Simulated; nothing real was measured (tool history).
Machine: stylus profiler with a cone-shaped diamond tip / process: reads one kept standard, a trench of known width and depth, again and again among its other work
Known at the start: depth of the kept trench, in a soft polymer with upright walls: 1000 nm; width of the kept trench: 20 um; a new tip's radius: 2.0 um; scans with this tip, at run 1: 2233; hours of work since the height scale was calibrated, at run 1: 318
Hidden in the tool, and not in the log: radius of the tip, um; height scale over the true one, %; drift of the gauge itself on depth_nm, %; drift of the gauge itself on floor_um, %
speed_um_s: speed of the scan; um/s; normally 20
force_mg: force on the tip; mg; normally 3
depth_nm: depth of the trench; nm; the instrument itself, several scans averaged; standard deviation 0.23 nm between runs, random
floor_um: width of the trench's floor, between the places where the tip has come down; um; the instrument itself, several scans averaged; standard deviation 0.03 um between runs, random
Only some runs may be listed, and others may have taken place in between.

| run | hour | speed_um_s | force_mg | scans with this tip | hours of work since the height scale was calibrated | depth_nm | floor_um |
|---|---|---|---|---|---|---|---|
| 1 | 0 | 20 | 3 | 2233 | 318 | 1013.93 | 16.16 |
| 2 | 9.6 | 78 | 3 | 2280 | 325 | 1013.54 | 16.08 |
| 3 | 22.1 | 38 | 3 | 2341 | 334 | 1013.95 | 16.16 |
| 4 | 34 | 38 | 7.86 | 2399 | 342 | 1024.84 | 16.15 |
| 5 | 49.1 | 20 | 1.14 | 2473 | 353 | 1007.82 | 16.17 |
| 6 | 59 | 20 | 1.14 | 2521 | 359 | 1008.31 | 16.14 |
| 7 | 73 | 20 | 3 | 2590 | 369 | 1014.08 | 16.19 |
| 8 | 86 | 20 | 3 | 2653 | 378 | 1013.57 | 16.19 |
| 9 | 100.9 | 20 | 3 | 2726 | 389 | 1014 | 16.17 |
| 10 | 114.5 | 20 | 1.15 | 2792 | 398 | 1008.26 | 16.14 |
| 11 | 124.9 | 13 | 1.15 | 2843 | 405 | 1008.12 | 16.15 |
| 12 | 134.8 | 20 | 1.45 | 2892 | 412 | 1009.87 | 16.1 |
| 13 | 143.1 | 20 | 3 | 2932 | 418 | 1013.97 | 16.13 |
| 14 | 156.7 | 20 | 3 | 2998 | 427 | 1014.17 | 16.12 |
| 15 | 164.1 | 8 | 3 | 3035 | 433 | 1014.28 | 16.13 |
| 16 | 179.3 | 20 | 6.7 | 3109 | 443 | 1022.68 | 16.14 |
| 17 | 187.6 | 20 | 3 | 3150 | 449 | 1013.96 | 16.08 |
|  | 189.5 | height scale calibrated on a step standard |
| 18 | 194.9 | 20 | 2.3 | 3183 | 4 | 1013.42 | 16.13 |
| 19 | 209.6 | 9 | 4.47 | 3255 | 14 | 1019.39 | 16.21 |
| 20 | 222 | 51 | 5.34 | 3315 | 23 | 1021.4 | 16.04 |
| 21 | 232.5 | 11 | 5.34 | 3367 | 30 | 1021.63 | 16.19 |
| 22 | 244.7 | 60 | 1.65 | 3426 | 38 | 1011.54 | 15.95 |
| 23 | 255.6 | 13 | 7.9 | 3480 | 46 | 1026.55 | 16.13 |
| 24 | 265 | 54 | 3 | 3525 | 53 | 1015.63 | 15.98 |
|  | 273.3 | height scale calibrated on a step standard, once more |
| 25 | 274.3 | 54 | 3 | 3569 | 1 | 1012.7 | 15.96 |
| 26 | 287.1 | 7 | 6.08 | 3631 | 10 | 1020.13 | 16.12 |
| 27 | 296.6 | 12 | 1.03 | 3678 | 16 | 1006.18 | 16.05 |
| 28 | 311.5 | 34 | 4.32 | 3750 | 27 | 1016.1 | 16.05 |
| 29 | 318.5 | 34 | 4.32 | 3784 | 31 | 1016.11 | 16.01 |
| 30 | 329.1 | 34 | 4.32 | 3836 | 39 | 1015.52 | 16.04 |
| 31 | 343.8 | 34 | 4.32 | 3908 | 49 | 1016.36 | 15.99 |
| 32 | 353.6 | 7 | 2.14 | 3956 | 56 | 1010.64 | 16.08 |
| 33 | 362.4 | 19 | 4.52 | 3999 | 62 | 1016.92 | 16.06 |
| 34 | 374.9 | 14 | 4.52 | 4060 | 71 | 1016.48 | 16.04 |
| 35 | 387.5 | 14 | 4.52 | 4122 | 80 | 1016.82 | 16.05 |

What differs in the tool's unlogged condition from the final listed run ahead of each entry between runs to the first listed run following it?
In the gap between runs 17 and 18: height scale calibrated on a step standard (hour 189.5)
  height scale over the true one, %: 0.2 -> 0.323
  measured result minus the result with no hidden state, depth_nm: +2.03 -> +3.27 nm; floor_um: -0.37 -> -0.38 um
In the gap between runs 24 and 25: height scale calibrated on a step standard, once more (hour 273.3)
  radius of the tip, um: 2.38 -> 2.39; height scale over the true one, %: 0.344 -> 0.04
  measured result minus the result with no hidden state, depth_nm: +3.49 -> +0.4 nm; floor_um: -0.42 -> -0.42 um
